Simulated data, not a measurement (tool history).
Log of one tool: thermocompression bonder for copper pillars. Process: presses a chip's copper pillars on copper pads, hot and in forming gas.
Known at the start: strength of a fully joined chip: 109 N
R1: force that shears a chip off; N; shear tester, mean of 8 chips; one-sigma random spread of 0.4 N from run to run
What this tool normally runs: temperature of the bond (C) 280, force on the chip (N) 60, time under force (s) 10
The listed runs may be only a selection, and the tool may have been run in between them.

{"run": 1, "hour": 0.0, "temperature of the bond (C)": 280, "force on the chip (N)": 60, "time under force (s)": 10, "R1": 71.4}
{"run": 2, "hour": 4.8, "temperature of the bond (C)": 280, "force on the chip (N)": 60, "time under force (s)": 10, "R1": 70.8}
{"run": 3, "hour": 13.5, "temperature of the bond (C)": 280, "force on the chip (N)": 60, "time under force (s)": 10, "R1": 71.2}
{"run": 4, "hour": 21.1, "temperature of the bond (C)": 280, "force on the chip (N)": 60, "time under force (s)": 10, "R1": 70.9}
{"run": 5, "hour": 31.8, "temperature of the bond (C)": 280, "force on the chip (N)": 60, "time under force (s)": 10, "R1": 71.2}
{"run": 6, "hour": 39.7, "temperature of the bond (C)": 280, "force on the chip (N)": 60, "time under force (s)": 10, "R1": 70.6}
{"run": 7, "hour": 45.6, "temperature of the bond (C)": 280, "force on the chip (N)": 60, "time under force (s)": 10, "R1": 71.1}
{"run": 8, "hour": 56.0, "temperature of the bond (C)": 280, "force on the chip (N)": 60, "time under force (s)": 10, "R1": 70.9}
{"run": 9, "hour": 63.0, "temperature of the bond (C)": 259, "force on the chip (N)": 60, "time under force (s)": 26, "R1": 72.3}
{"run": 10, "hour": 68.5, "temperature of the bond (C)": 274, "force on the chip (N)": 84, "time under force (s)": 19, "R1": 86.7}
{"run": 11, "hour": 75.4, "temperature of the bond (C)": 274, "force on the chip (N)": 45, "time under force (s)": 12, "R1": 62.1}
{"run": 12, "hour": 80.2, "temperature of the bond (C)": 283, "force on the chip (N)": 66, "time under force (s)": 18, "R1": 87.8}
{"run": 13, "hour": 89.0, "temperature of the bond (C)": 291, "force on the chip (N)": 79, "time under force (s)": 28, "R1": 101.7}

Predict the results of run 14:
{"run": 14, "hour": 94.2, "temperature of the bond (C)": 291, "force on the chip (N)": 79, "time under force (s)": 28, "R1": "?"}

Run 14 measured R1 101.3 N.
If the tool had no hidden condition, the same run with the same run-to-run variation would have returned R1 100.7 N.
